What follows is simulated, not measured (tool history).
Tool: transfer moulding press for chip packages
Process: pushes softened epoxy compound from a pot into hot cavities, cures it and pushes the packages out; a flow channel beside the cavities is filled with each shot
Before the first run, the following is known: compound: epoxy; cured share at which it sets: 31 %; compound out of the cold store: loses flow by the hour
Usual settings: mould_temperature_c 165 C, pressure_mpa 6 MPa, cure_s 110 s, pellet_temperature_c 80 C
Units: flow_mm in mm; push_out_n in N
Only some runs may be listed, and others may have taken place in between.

run,day,mould_temperature_c,pressure_mpa,cure_s,pellet_temperature_c,incoming compound's hours out of the cold store,flow_mm,push_out_n
1,0,165,6,110,80,26.4,908,343
# day 0.608: cavities cleaned with cleaning compound and waxed
2,0.842,165,6,110,80,33.2,882,359
3,1.896,165,6,110,80,22.8,921,332
4,2.658,165,6,110,80,34.6,880,333
# day 3.312: cavities cleaned with cleaning compound and waxed
5,3.312,165,6,110,80,43.7,846,349
6,4.117,165,6,136,80,14.6,955,315
7,5.088,165,6,110,73,31.7,891,352
8,5.817,165,6,110,73,40.7,856,330
# day 6.033: cavities cleaned with cleaning compound and waxed
9,6.533,165,6,110,73,40.8,853,345
10,7.442,165,6,110,80,31.2,889,355
# day 7.829: plunger's sealing rings changed
11,8.162,165,6,110,80,45.7,840,337
# day 8.85: cavities cleaned with cleaning compound and waxed
12,9.079,165,5.42,110,80,21.4,886,348
13,9.725,165,5.42,110,80,38.4,823,331
14,10.592,165,5.42,110,80,33.8,837,334
# day 11.579: cavities cleaned with cleaning compound and waxed
15,11.579,168,6.09,110,80,38.6,857,325
16,12.096,168,5.49,110,75,8.9,922,324
17,13.017,165,6,105,78,30.6,895,356
18,13.796,166,5.6,105,78,18.8,904,339
# day 14.262: cavities cleaned with cleaning compound and waxed
19,14.312,160,6,110,83,24.9,950,425
20,15.179,165,6.62,110,80,30,940,348
21,15.725,158,6.62,110,80,34.8,962,471
22,16.762,166,7.28,136,80,33.7,965,318
# day 16.95: cavities cleaned with cleaning compound and waxed
23,17.338,166,6,110,80,12.6,961,341
24,18.1,166,6,110,80,8.6,976,345
25,18.579,165,6,110,79,28.4,904,350
# day 19.129: plunger's sealing rings changed
26,19.575,164,4.83,101,86,39.4,777,375
# day 19.825: cavities cleaned with cleaning compound and waxed
27,20.288,164,4.83,101,72,20.6,844,389
28,20.862,164,5.17,134,72,13.9,897,317

Below are 3 alternative next runs, each starting from the tool's condition after run 28. Predict each:
A,21.554,160,5.17,134,72,12.5,?,?
B,21.554,172,6,122,75,17.7,?,?
C,21.554,163,5.55,110,76,30,?,?

run,flow_mm,push_out_n
A,925,333
B,904,310
C,871,351
Stripped of hidden state, with their random variation kept, the same runs would have yielded:
run,flow_mm,push_out_n
A,925,330
B,904,307
C,871,347
